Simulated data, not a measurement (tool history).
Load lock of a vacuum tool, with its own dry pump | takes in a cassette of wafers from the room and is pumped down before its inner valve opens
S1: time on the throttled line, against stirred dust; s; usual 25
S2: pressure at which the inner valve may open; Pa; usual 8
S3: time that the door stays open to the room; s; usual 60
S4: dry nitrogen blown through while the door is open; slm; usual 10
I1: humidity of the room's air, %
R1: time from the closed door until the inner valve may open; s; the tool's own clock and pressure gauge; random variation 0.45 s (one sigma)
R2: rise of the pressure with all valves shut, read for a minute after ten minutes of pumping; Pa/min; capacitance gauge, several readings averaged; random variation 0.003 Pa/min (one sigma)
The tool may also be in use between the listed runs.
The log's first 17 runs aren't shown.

run    hour  S1  S2   S3  S4    I1    R1     R2
 18  2176.7  40   9   60  12  45.7  66.8  0.059
 19  2331.9  21  12  106  16  44.1  50.2  0.067
 20  2409.6  25   8  209  10  46.7  55.4  0.088
 21  2498.3  19   8   60  10  44.5  51.3  0.072
 22  2670.1  19   8   60  10  45.1  50.4  0.069
 23  2812.2  25  13   28  10  45.2  54.5  0.061
 24  2936.9  45  14   29  15  43.8  69.5  0.059
 25  3058.6  16   7   60  10  45.5  49.4  0.073
 26  3133.6  16   7   60  10  45.4  49.3  0.074
 27  3272.8  12   8   60  10  47.3    46   0.08
 28  3368.3  12   8   60  10  42.2  46.2   0.07
 29  3518.8  38   8   60  10  48.1  66.2  0.081
 30  3675.8  27   6  115  10  49.1  59.1    0.1

Forecast each of these 3 alternatives for the next run:
  A  3809.4  39   8   51  10  44.6   ?   ?
  B  3809.4  30   8  105   7  44.6   ?   ?
  C  3809.4  36   8   40  10  48.1   ?   ?

run    R1     R2
  A  67.7  0.089
  B  59.5  0.098
  C  64.7  0.085
Without the tool's hidden state the same runs would have given:
run    R1     R2
  A  66.6   0.03
  B  58.5  0.038
  C  63.7  0.024
